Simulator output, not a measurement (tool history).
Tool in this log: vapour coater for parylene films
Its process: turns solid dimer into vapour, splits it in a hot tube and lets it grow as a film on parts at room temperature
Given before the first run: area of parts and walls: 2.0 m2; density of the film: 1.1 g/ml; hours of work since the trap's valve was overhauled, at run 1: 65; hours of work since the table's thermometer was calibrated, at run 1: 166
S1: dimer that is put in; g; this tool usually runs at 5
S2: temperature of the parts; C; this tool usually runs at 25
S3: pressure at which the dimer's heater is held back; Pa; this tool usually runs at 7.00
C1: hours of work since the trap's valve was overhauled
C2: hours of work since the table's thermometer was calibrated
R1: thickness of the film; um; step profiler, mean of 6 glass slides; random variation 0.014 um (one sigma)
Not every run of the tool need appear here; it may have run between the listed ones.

Run 1, hour 0.0: usual settings; C1 65; C2 166. Result: R1 1.22 um.
Run 2, hour 7.2: usual settings; C1 70; C2 172. Result: R1 1.22 um.
Run 3, hour 20.3: usual settings; C1 81; C2 182. Result: R1 1.22 um.
Run 4, hour 33.4: usual settings; C1 91; C2 193. Result: R1 1.24 um.
Run 5, hour 47.8: usual settings; C1 103; C2 204. Result: R1 1.23 um.
Run 6, hour 58.1: usual settings; C1 111; C2 213. Result: R1 1.23 um.
Run 7, hour 72.0: usual settings; C1 122; C2 224. Result: R1 1.20 um.
Run 8, hour 86.8: usual settings; C1 134; C2 235. Result: R1 1.20 um.
Run 9, hour 98.3: usual settings but S3 2.78 Pa; C1 143; C2 245. Result: R1 1.31 um.
Run 10, hour 108.5: usual settings but S1 4 g, S2 21 C, S3 5.28 Pa; C1 151; C2 253. Result: R1 1.20 um.
Run 11, hour 123.6: usual settings but S1 4 g, S2 32 C, S3 5.28 Pa; C1 163; C2 265. Result: R1 0.74 um.
Run 12, hour 139.0: usual settings but S1 2 g, S2 29 C, S3 2.34 Pa; C1 175; C2 277. Result: R1 0.46 um.

3 options for the next run, each taken on its own from the tool as it stands now. Forecast them:
Run A, hour 156.1: usual settings but S1 2 g, S2 22 C, S3 5.66 Pa; C1 189; C2 291. Result: R1 ?.
Run B, hour 156.1: usual settings but S2 33 C; C1 189; C2 291. Result: R1 ?.
Run C, hour 156.1: usual settings but S1 2 g, S2 18 C, S3 2.77 Pa; C1 189; C2 291. Result: R1 ?.

run    R1
  A  0.58
  B  0.83
  C  0.73
With the hidden condition removed and each run's random variation left untouched, the same runs would have given:
run    R1
  A  0.58
  B  0.83
  C  0.73

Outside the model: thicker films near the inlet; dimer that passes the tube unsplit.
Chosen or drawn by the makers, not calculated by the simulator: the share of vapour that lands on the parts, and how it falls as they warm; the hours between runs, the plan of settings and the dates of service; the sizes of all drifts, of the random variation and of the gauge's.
